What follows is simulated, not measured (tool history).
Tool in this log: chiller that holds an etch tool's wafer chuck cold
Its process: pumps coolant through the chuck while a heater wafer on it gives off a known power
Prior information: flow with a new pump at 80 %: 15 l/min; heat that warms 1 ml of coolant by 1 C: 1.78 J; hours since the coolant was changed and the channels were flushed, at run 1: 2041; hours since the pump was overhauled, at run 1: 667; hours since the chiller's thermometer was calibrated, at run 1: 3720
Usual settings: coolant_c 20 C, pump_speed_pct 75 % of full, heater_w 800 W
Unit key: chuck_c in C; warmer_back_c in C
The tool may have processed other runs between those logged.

| run | hour | coolant_c | pump_speed_pct | heater_w | hours since the coolant was changed and the channels were flushed | hours since the pump was overhauled | hours since the chiller's thermometer was calibrated | chuck_c | warmer_back_c |
|---|---|---|---|---|---|---|---|---|---|
| 1 | 0 | 20 | 75 | 800 | 2041 | 667 | 3720 | 26.3 | 1.9 |
| 2 | 53.4 | 20 | 75 | 800 | 2095 | 721 | 3774 | 26.2 | 1.94 |
| 3 | 145.1 | 20 | 75 | 800 | 2186 | 813 | 3865 | 26.3 | 1.88 |
| 4 | 249.8 | 20 | 75 | 800 | 2291 | 917 | 3970 | 26.5 | 1.91 |
| 5 | 311.3 | 11 | 75 | 800 | 2352 | 979 | 4031 | 17.3 | 1.91 |
| 6 | 385.3 | 20 | 75 | 800 | 2426 | 1053 | 4105 | 26.4 | 1.83 |
| 7 | 432.2 | 20 | 75 | 800 | 2473 | 1100 | 4152 | 26.3 | 1.88 |
| 8 | 528.2 | 20 | 75 | 808 | 2569 | 1196 | 4248 | 26.4 | 1.88 |
| 9 | 629.8 | 20 | 75 | 808 | 2671 | 1297 | 4350 | 26.4 | 1.87 |
| 10 | 720.2 | 20 | 75 | 800 | 2761 | 1388 | 4440 | 26.6 | 1.82 |
| 11 | 807.8 | 20 | 75 | 800 | 2849 | 1475 | 4528 | 26.5 | 1.81 |
| 12 | 855.7 | 20 | 74 | 800 | 2897 | 1523 | 4576 | 26.4 | 1.84 |
| 13 | 938.2 | 20 | 74 | 800 | 2979 | 1606 | 4658 | 26.4 | 1.8 |
| 14 | 1035.7 | 20 | 74 | 800 | 3077 | 1703 | 4756 | 26.4 | 1.86 |
| 15 | 1092.9 | 20 | 75 | 800 | 3134 | 1760 | 4813 | 26.2 | 1.78 |
| 16 | 1183.5 | 20 | 75 | 800 | 3225 | 1851 | 4904 | 26.4 | 1.74 |
| 17 | 1289.2 | 11 | 93 | 800 | 3330 | 1957 | 5009 | 16.5 | 1.33 |
| 18 | 1347.7 | 20 | 68 | 740 | 3389 | 2015 | 5068 | 26.4 | 1.82 |
| 19 | 1453 | 20 | 77 | 800 | 3494 | 2121 | 5173 | 26.2 | 1.66 |
| 20 | 1563 | 12 | 71 | 800 | 3604 | 2230 | 5283 | 18.6 | 1.83 |
|  | 1587 | chiller's thermometer calibrated |
| 21 | 1641.6 | 12 | 71 | 800 | 3682 | 2308 | 55 | 18.7 | 1.8 |
| 22 | 1730.8 | 12 | 71 | 800 | 3771 | 2397 | 144 | 18.6 | 1.76 |
| 23 | 1796.4 | 12 | 71 | 800 | 3837 | 2463 | 209 | 18.7 | 1.78 |
| 24 | 1848.9 | 19 | 65 | 639 | 3889 | 2515 | 262 | 24.6 | 1.55 |
| 25 | 1912.2 | 13 | 98 | 800 | 3952 | 2579 | 325 | 18.4 | 1.16 |
| 26 | 1959.1 | 13 | 98 | 800 | 3999 | 2626 | 372 | 18.4 | 1.14 |
| 27 | 2031.1 | 10 | 68 | 634 | 4071 | 2698 | 444 | 15.1 | 1.41 |
| 28 | 2113.3 | 20 | 77 | 502 | 4153 | 2780 | 526 | 24.1 | 0.85 |
| 29 | 2197.8 | 16 | 69 | 818 | 4238 | 2864 | 611 | 22.8 | 1.84 |
| 30 | 2308 | 16 | 69 | 818 | 4348 | 2975 | 721 | 22.8 | 1.81 |
| 31 | 2359.9 | 16 | 69 | 818 | 4400 | 3026 | 773 | 22.9 | 1.81 |

For each run, the measured value with the value that run would have given without the tool's hidden condition subtracted. The run-to-run variation is shared by both, the gauge scatter possibly not:
The hidden state here: heat passed by the chuck's channels, % of clean ones'; flow at a given pump speed, % of a new pump's; coolant's true temperature over the reading, C; drift of the gauge itself on chuck_c, C; drift of the gauge itself on warmer_back_c, C.
| run | warmer_back_c |
|---|---|
| 1 | +0 |
| 2 | -0.01 |
| 3 | -0.02 |
| 4 | -0.03 |
| 5 | -0.04 |
| 6 | -0.06 |
| 7 | -0.06 |
| 8 | -0.07 |
| 9 | -0.09 |
| 10 | -0.1 |
| 11 | -0.12 |
| 12 | -0.13 |
| 13 | -0.13 |
| 14 | -0.15 |
| 15 | -0.16 |
| 16 | -0.17 |
| 17 | -0.19 |
| 18 | -0.19 |
| 19 | -0.21 |
| 20 | -0.22 |
| 21 | -0.24 |
| 22 | -0.25 |
| 23 | -0.26 |
| 24 | -0.27 |
| 25 | -0.28 |
| 26 | -0.28 |
| 27 | -0.29 |
| 28 | -0.31 |
| 29 | -0.32 |
| 30 | -0.34 |
| 31 | -0.34 |
chuck_c: within 0.1 C of the measured result in every run.
